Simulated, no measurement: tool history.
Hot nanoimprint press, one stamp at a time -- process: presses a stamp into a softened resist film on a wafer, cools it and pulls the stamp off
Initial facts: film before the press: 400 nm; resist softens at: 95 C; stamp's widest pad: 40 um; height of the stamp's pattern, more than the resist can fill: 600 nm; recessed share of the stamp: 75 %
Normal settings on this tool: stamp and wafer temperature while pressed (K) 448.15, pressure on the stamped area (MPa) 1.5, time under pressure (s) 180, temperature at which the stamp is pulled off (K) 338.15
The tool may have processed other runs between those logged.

run   hour  stamp and wafer temperature while pressed (K)  pressure on the stamped area (MPa)  time under pressure (s)  temperature at which the stamp is pulled off (K)  resist left under the stamp's widest pad (angstrom)  greatest force while the stamp is pulled off (N)
  1      0                                         448.15                                 1.5                      180                                            338.15                                                 1903                                               168
      38.2  -- press's hydraulic seals changed and the load cell set to zero
  2   50.9                                         448.15                                 1.5                      180                                            330.15                                                 1860                                               192
  3   80.6                                         448.15                                 1.5                      180                                            330.15                                                 1843                                               193
  4  106.1                                         448.15                                 1.5                      180                                            330.15                                                 1822                                               196
  5  127.1                                         448.15                                1.17                      180                                            338.15                                                 2034                                               183
     133.1  -- plate thermocouple calibrated
  6  177.1                                         458.15                                1.17                      180                                            338.15                                                 1530                                               185
  7    210                                         458.15                                1.17                      180                                            338.15                                                 1530                                               192
  8    255                                         448.15                                 1.5                      159                                            338.15                                                 1915                                               196
  9  284.9                                         444.15                                2.23                      146                                            338.15                                                 1878                                               198

Forecast run 10:
 10  318.4                                         446.15                                2.35                      243                                            326.15                                                    ?                                                 ?

Run 10 yielded resist left under the stamp's widest pad (angstrom) 1375, greatest force while the stamp is pulled off (N) 222.
With no hidden state in the tool, this same run would have given resist left under the stamp's widest pad (angstrom) 1430, greatest force while the stamp is pulled off (N) 159.
